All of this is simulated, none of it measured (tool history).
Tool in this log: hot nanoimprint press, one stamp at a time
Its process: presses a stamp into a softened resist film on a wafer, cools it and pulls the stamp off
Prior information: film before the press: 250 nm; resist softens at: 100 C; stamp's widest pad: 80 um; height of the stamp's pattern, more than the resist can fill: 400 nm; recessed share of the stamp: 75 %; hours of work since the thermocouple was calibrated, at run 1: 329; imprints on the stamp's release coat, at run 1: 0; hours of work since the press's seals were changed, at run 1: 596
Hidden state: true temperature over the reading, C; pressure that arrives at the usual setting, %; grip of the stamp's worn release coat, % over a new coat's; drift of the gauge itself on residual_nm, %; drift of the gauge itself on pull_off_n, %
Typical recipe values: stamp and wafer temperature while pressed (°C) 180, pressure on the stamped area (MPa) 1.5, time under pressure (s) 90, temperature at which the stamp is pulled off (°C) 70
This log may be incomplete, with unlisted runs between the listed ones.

| run | day | stamp and wafer temperature while pressed (°C) | pressure on the stamped area (MPa) | time under pressure (s) | temperature at which the stamp is pulled off (°C) | hours of work since the thermocouple was calibrated | imprints on the stamp's release coat | hours of work since the press's seals were changed | resist left under the stamp's widest pad (Å) | greatest force while the stamp is pulled off (N) |
|---|---|---|---|---|---|---|---|---|---|---|
| 1 | 0 | 180 | 1.5 | 90 | 70 | 329 | 0 | 596 | 1415 | 144 |
| 2 | 1.867 | 189 | 1.5 | 90 | 70 | 355 | 94 | 622 | 1113 | 147 |
| 3 | 3.75 | 180 | 1.5 | 90 | 77 | 381 | 188 | 648 | 1428 | 120 |
| 4 | 6.575 | 180 | 1.5 | 46 | 70 | 421 | 330 | 687 | 1717 | 147 |
|  | 8.017 | plate thermocouple calibrated |
| 5 | 8.558 | 191 | 1.5 | 90 | 70 | 7 | 423 | 713 | 1062 | 147 |
| 6 | 11.312 | 180 | 0.95 | 90 | 70 | 46 | 562 | 751 | 1675 | 149 |
| 7 | 12.954 | 180 | 1.5 | 90 | 70 | 69 | 644 | 774 | 1417 | 147 |
| 8 | 14.604 | 180 | 1.5 | 90 | 70 | 91 | 727 | 797 | 1424 | 144 |
|  | 15.883 | stamp cleaned and given a new release coat |
| 9 | 17.379 | 180 | 1.5 | 90 | 70 | 126 | 75 | 832 | 1429 | 145 |
| 10 | 19.417 | 180 | 1.5 | 90 | 70 | 155 | 177 | 860 | 1430 | 149 |
| 11 | 22.321 | 180 | 1.5 | 90 | 70 | 195 | 323 | 900 | 1435 | 152 |
| 12 | 23.908 | 180 | 1.5 | 71 | 70 | 217 | 403 | 922 | 1523 | 148 |
| 13 | 25.8 | 180 | 1.5 | 71 | 70 | 243 | 498 | 949 | 1522 | 147 |
|  | 29.683 | press's hydraulic seals changed and the load cell set to zero |
| 14 | 29.683 | 180 | 1.5 | 71 | 70 | 293 | 675 | 0 | 1520 | 151 |
|  | 32.042 | stamp cleaned and given a new release coat |
| 15 | 33.346 | 180 | 1.5 | 90 | 70 | 340 | 66 | 47 | 1428 | 148 |
| 16 | 35.367 | 180 | 1.5 | 144 | 70 | 368 | 167 | 75 | 1214 | 148 |
| 17 | 37.688 | 192 | 1.5 | 90 | 70 | 400 | 284 | 108 | 1013 | 149 |
|  | 40.388 | plate thermocouple calibrated |
| 18 | 40.729 | 179 | 1.5 | 150 | 70 | 5 | 430 | 148 | 1236 | 142 |
| 19 | 44.071 | 184 | 0.93 | 90 | 70 | 51 | 597 | 194 | 1541 | 144 |
| 20 | 46.442 | 184 | 0.93 | 90 | 70 | 84 | 716 | 227 | 1537 | 144 |
|  | 47.825 | stamp cleaned and given a new release coat |
| 21 | 48.867 | 172 | 0.94 | 90 | 64 | 114 | 52 | 258 | 1994 | 164 |
| 22 | 51.858 | 169 | 2.18 | 51 | 64 | 156 | 202 | 299 | 1882 | 171 |
| 23 | 53.358 | 169 | 2.18 | 59 | 64 | 177 | 278 | 320 | 1816 | 171 |
| 24 | 55.829 | 169 | 2.18 | 59 | 64 | 211 | 402 | 354 | 1839 | 174 |
| 25 | 58.229 | 183 | 1.41 | 57 | 63 | 244 | 522 | 387 | 1542 | 177 |
| 26 | 59.888 | 180 | 1.44 | 57 | 63 | 267 | 605 | 411 | 1642 | 175 |
| 27 | 62.583 | 183 | 1.04 | 73 | 57 | 305 | 740 | 448 | 1611 | 201 |
|  | 63.662 | stamp cleaned and given a new release coat |
| 28 | 65.533 | 185 | 2.26 | 156 | 77 | 342 | 94 | 485 | 833 | 124 |
| 29 | 67.158 | 185 | 2.26 | 156 | 77 | 365 | 175 | 508 | 825 | 124 |

Describe how what the log doesn't record of the tool's condition differs between the last listed run preceding each entry between runs and the first listed run following it.
Logged between run 4 and run 5: plate thermocouple calibrated (day 8.017)
  true temperature over the reading, C: -0.07 -> -0.01; pressure that arrives at the usual setting, %: 99.81 -> 99.8; grip of the stamp's worn release coat, % over a new coat's: 0.5 -> 0.7
Logged between run 8 and run 9: stamp cleaned and given a new release coat (day 15.883)
  true temperature over the reading, C: -0.02 -> -0.03; pressure that arrives at the usual setting, %: 99.78 -> 99.77; grip of the stamp's worn release coat, % over a new coat's: 1.2 -> 0.1
Logged between run 13 and run 14: press's hydraulic seals changed and the load cell set to zero (day 29.683)
  true temperature over the reading, C: -0.05 -> -0.06; pressure that arrives at the usual setting, %: 99.73 -> 100.02; grip of the stamp's worn release coat, % over a new coat's: 0.8 -> 1.1
Logged between run 14 and run 15: stamp cleaned and given a new release coat (day 32.042)
  true temperature over the reading, C: -0.06 -> -0.07; pressure that arrives at the usual setting, %: 100.02 -> 100.01; grip of the stamp's worn release coat, % over a new coat's: 1.1 -> 0.1
Logged between run 17 and run 18: plate thermocouple calibrated (day 40.388)
  true temperature over the reading, C: -0.08 -> -0.01; pressure that arrives at the usual setting, %: 99.99 -> 99.98; grip of the stamp's worn release coat, % over a new coat's: 0.5 -> 0.7
Logged between run 20 and run 21: stamp cleaned and given a new release coat (day 47.825)
  true temperature over the reading, C: -0.02 -> -0.03; pressure that arrives at the usual setting, %: 99.96 -> 99.95; grip of the stamp's worn release coat, % over a new coat's: 1.2 -> 0.1
Logged between run 27 and run 28: stamp cleaned and given a new release coat (day 63.662)
  true temperature over the reading, C: -0.06 -> -0.07; pressure that arrives at the usual setting, %: 99.89 -> 99.88; grip of the stamp's worn release coat, % over a new coat's: 1.3 -> 0.2
